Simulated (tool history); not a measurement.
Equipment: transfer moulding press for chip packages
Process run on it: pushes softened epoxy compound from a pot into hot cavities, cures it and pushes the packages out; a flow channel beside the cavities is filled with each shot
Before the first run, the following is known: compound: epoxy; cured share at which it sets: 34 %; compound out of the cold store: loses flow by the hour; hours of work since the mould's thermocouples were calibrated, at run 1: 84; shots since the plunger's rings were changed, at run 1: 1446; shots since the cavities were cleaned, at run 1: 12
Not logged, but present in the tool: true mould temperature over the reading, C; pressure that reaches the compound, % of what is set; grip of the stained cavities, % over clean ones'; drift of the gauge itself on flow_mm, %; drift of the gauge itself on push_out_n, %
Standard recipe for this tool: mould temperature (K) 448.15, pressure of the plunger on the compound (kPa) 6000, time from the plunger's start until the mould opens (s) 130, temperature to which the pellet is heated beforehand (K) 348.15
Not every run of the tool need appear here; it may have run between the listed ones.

run    hour  mould temperature (K)  pressure of the plunger on the compound (kPa)  time from the plunger's start until the mould opens (s)  temperature to which the pellet is heated beforehand (K)  hours of work since the mould's thermocouples were calibrated  shots since the plunger's rings were changed  shots since the cavities were cleaned  incoming compound's hours out of the cold store  length that the compound runs in the flow channel (mm)  greatest force on the pins that push the packages out (N)
  1       0                 448.15                                           6000                                                      130                                                    348.15                                                             84                                          1446                                     12                                             20.7                                                     653                                                        540
  2    56.6                 448.15                                           6000                                                      130                                                    354.15                                                            112                                          1838                                    404                                             33.4                                                     630                                                        549
       89.7  -- cavities cleaned with cleaning compound and waxed
  3   142.8                 448.15                                           6000                                                      130                                                    354.15                                                            155                                          2425                                    368                                             18.4                                                     664                                                        543
      183.9  -- cavities cleaned with cleaning compound and waxed
  4   193.9                 448.15                                           6000                                                      130                                                    354.15                                                            181                                          2769                                     69                                             47.1                                                     592                                                        516
      280.1  -- cavities cleaned with cleaning compound and waxed
  5   293.3                 448.15                                           6000                                                      130                                                    354.15                                                            231                                          3448                                     92                                             34.3                                                     630                                                        521
  6   344.2                 448.15                                           6000                                                      130                                                    354.15                                                            256                                          3800                                    444                                             38.1                                                     625                                                        525
      377.7  -- cavities cleaned with cleaning compound and waxed
  7     394                 448.15                                           6600                                                      130                                                    348.15                                                            281                                          4135                                    113                                             45.6                                                     630                                                        514
      469.1  -- cavities cleaned with cleaning compound and waxed
  8   486.9                 448.15                                           6000                                                      130                                                    351.15                                                            328                                          4768                                    124                                             45.3                                                     602                                                        507
        563  -- cavities cleaned with cleaning compound and waxed
      578.1  -- plunger's sealing rings changed
  9   590.5                 448.15                                           6000                                                      130                                                    348.15                                                            378                                            85                                    173                                             34.5                                                     622                                                        535
      665.1  -- cavities cleaned with cleaning compound and waxed
 10   666.2                 452.15                                           6000                                                      130                                                    348.15                                                            416                                           599                                      8                                             21.4                                                     645                                                        462
 11   742.5                 448.15                                           6000                                                      130                                                    354.15                                                            455                                          1128                                    537                                               38                                                     616                                                        514
      756.6  -- cavities cleaned with cleaning compound and waxed
 12   829.4                 448.15                                           6000                                                      130                                                    354.15                                                            498                                          1720                                    505                                               38                                                     616                                                        519
        856  -- cavities cleaned with cleaning compound and waxed
 13   911.6                 448.15                                           6000                                                      130                                                    354.15                                                            540                                          2279                                    386                                             12.6                                                     679                                                        532
        953  -- cavities cleaned with cleaning compound and waxed
 14  1006.7                 440.15                                           6000                                                      130                                                    346.15                                                            587                                          2927                                    372                                             39.7                                                     636                                                        854

What does the tool deliver on the next run?
     1049.2  -- cavities cleaned with cleaning compound and waxed
 15  1078.3                 443.15                                           5410                                                      113                                                    348.15                                                            623                                          3413                                    201                                             11.8                                                       ?                                                          ?

length that the compound runs in the flow channel (mm): 665
greatest force on the pins that push the packages out (N): 1012
On a tool with no hidden condition, and with the same random variation, this run would have come out at length that the compound runs in the flow channel (mm) 666, greatest force on the pins that push the packages out (N) 1006.
